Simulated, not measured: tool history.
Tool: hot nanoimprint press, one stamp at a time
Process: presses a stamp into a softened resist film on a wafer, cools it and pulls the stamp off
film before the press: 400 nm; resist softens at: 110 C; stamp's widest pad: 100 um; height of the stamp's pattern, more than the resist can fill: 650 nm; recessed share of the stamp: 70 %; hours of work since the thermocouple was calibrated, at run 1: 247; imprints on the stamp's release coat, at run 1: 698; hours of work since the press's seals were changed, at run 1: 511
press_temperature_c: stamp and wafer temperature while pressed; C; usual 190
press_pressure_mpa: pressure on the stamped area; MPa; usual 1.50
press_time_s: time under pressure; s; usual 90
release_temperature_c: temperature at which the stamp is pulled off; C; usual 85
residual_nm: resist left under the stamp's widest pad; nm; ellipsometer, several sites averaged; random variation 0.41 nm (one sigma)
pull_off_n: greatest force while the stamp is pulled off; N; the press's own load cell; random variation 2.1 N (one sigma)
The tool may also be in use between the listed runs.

run,hour,press_temperature_c,press_pressure_mpa,press_time_s,release_temperature_c,hours of work since the thermocouple was calibrated,imprints on the stamp's release coat,hours of work since the press's seals were changed,residual_nm,pull_off_n
1,0.0,190,1.50,90,85,247,698,511,237.0,110
2,13.7,190,1.50,90,85,254,735,519,237.5,111
3,29.1,190,1.50,90,83,263,777,527,236.5,115
# hour 46.8: plate thermocouple calibrated
4,59.6,190,1.50,90,83,7,852,542,240.5,110
5,76.3,190,1.50,90,83,16,898,551,239.8,114
6,92.3,190,1.50,90,83,25,941,560,240.1,117
# hour 127.4: press's hydraulic seals changed and the load cell set to zero
7,131.7,190,1.50,90,85,42,1027,2,234.7,114
8,159.8,190,1.50,90,85,57,1104,18,235.3,123
9,189.5,190,1.50,90,85,73,1184,34,234.8,125
10,207.0,190,1.50,90,85,83,1232,43,234.5,125
11,235.1,190,1.50,90,85,98,1309,59,233.9,125
12,262.4,190,1.50,90,85,113,1383,74,234.1,129
13,277.8,190,1.50,90,80,122,1425,82,234.1,139
14,304.9,190,1.50,90,80,136,1499,97,233.6,131
# hour 317.8: stamp cleaned and given a new release coat
15,335.0,190,1.50,90,85,150,47,110,233.3,94
16,354.2,190,0.95,90,85,160,99,120,275.1,95
17,381.5,183,0.95,90,85,175,173,135,314.3,96
18,398.6,199,1.32,115,88,184,220,145,177.7,93
19,429.2,199,1.32,115,88,201,303,161,177.3,95
20,461.8,190,1.05,90,85,219,392,179,264.2,96
21,483.2,190,1.50,90,77,230,450,191,232.3,106
22,504.9,190,1.46,90,85,242,510,203,234.3,104
23,533.4,190,1.46,49,73,258,587,218,278.1,113
24,554.2,190,1.46,49,73,269,644,229,277.6,111
# hour 559.0: plate thermocouple calibrated
25,573.7,187,1.46,49,72,8,689,238,302.4,112
26,600.0,178,1.53,53,84,22,761,253,342.0,110
27,616.5,178,1.53,53,84,31,806,262,341.6,114
28,645.1,198,1.12,88,92,47,884,277,221.2,105
29,673.1,185,1.12,101,80,62,960,293,286.7,121

4 ways to go on from here, each from the tool as it stands after run 29. What would each give?
A,691.6,190,1.50,130,85,72,1010,303,?,?
B,691.6,200,1.04,90,85,72,1010,303,?,?
C,691.6,189,1.12,165,80,72,1010,303,?,?
D,691.6,181,1.12,101,80,72,1010,303,?,?

run,residual_nm,pull_off_n
A,211.7,117
B,214.8,119
C,227.0,119
D,311.2,123
Without the tool's hidden state the same runs would have given:
run,residual_nm,pull_off_n
A,210.9,90
B,214.5,92
C,226.9,91
D,311.2,95
